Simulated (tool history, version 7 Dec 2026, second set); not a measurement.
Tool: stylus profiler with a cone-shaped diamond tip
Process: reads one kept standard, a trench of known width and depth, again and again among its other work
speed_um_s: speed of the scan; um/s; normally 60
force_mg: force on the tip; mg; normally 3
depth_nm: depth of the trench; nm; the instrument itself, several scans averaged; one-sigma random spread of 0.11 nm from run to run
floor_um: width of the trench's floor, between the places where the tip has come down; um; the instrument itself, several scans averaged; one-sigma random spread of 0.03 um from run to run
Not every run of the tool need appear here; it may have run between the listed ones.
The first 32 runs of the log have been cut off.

Run 33, hour 796.1: usual settings but speed_um_s 72 um/s, force_mg 1.61 mg. Result: depth_nm 201.18 nm, floor_um 26.33 um.
Run 34, hour 821.4: usual settings but speed_um_s 72 um/s, force_mg 1.61 mg. Result: depth_nm 201.46 nm, floor_um 26.35 um.
Run 35, hour 838.3: usual settings but speed_um_s 93 um/s, force_mg 4.47 mg. Result: depth_nm 202.49 nm, floor_um 26.41 um.
Run 36, hour 853.3: usual settings but speed_um_s 18 um/s, force_mg 4.03 mg. Result: depth_nm 202.27 nm, floor_um 26.69 um.
Run 37, hour 879.3: usual settings but force_mg 5.46 mg. Result: depth_nm 202.95 nm, floor_um 26.46 um.
Run 38, hour 908.1: usual settings but force_mg 2.65 mg. Result: depth_nm 201.64 nm, floor_um 26.44 um.
Run 39, hour 923.8: usual settings but force_mg 2.65 mg. Result: depth_nm 201.79 nm, floor_um 26.43 um.
Run 40, hour 950.8: usual settings but force_mg 2.65 mg. Result: depth_nm 201.69 nm, floor_um 26.37 um.
Run 41, hour 972.7: usual settings but speed_um_s 151 um/s, force_mg 5.49 mg. Result: depth_nm 202.93 nm, floor_um 26.24 um.
Run 42, hour 991: usual settings but speed_um_s 151 um/s, force_mg 5.49 mg. Result: depth_nm 203.02 nm, floor_um 26.23 um.
Run 43, hour 1022.9: usual settings but speed_um_s 20 um/s, force_mg 1.1 mg. Result: depth_nm 200.86 nm, floor_um 26.51 um.
Run 44, hour 1039.4: usual settings but speed_um_s 99 um/s, force_mg 5.54 mg. Result: depth_nm 202.88 nm, floor_um 26.33 um.
Run 45, hour 1071.9: usual settings but speed_um_s 99 um/s, force_mg 5.54 mg. Result: depth_nm 202.69 nm, floor_um 26.38 um.

Consider 5 possible next runs. They are alternatives, not a sequence: every one starts from the tool as it was left by run 45. What does each give?
Run A, hour 1087.7: usual settings but speed_um_s 43 um/s, force_mg 4.36 mg. Result: depth_nm ?, floor_um ?.
Run B, hour 1087.7: usual settings but speed_um_s 22 um/s, force_mg 1.78 mg. Result: depth_nm ?, floor_um ?.
Run C, hour 1087.7: usual settings but speed_um_s 36 um/s, force_mg 1.18 mg. Result: depth_nm ?, floor_um ?.
Run D, hour 1087.7: usual settings but speed_um_s 42 um/s, force_mg 2.59 mg. Result: depth_nm ?, floor_um ?.
Run E, hour 1087.7: usual settings but speed_um_s 29 um/s, force_mg 3.21 mg. Result: depth_nm ?, floor_um ?.

run  depth_nm  floor_um
  A     202.5     26.49
  B    201.01     26.49
  C    200.86     26.41
  D    201.42     26.45
  E    201.91     26.55
Had the tool no hidden state, the same runs would have come out as:
run  depth_nm  floor_um
  A    202.75     27.08
  B    201.26     27.08
  C    201.11     27.01
  D    201.67     27.04
  E    202.16     27.15
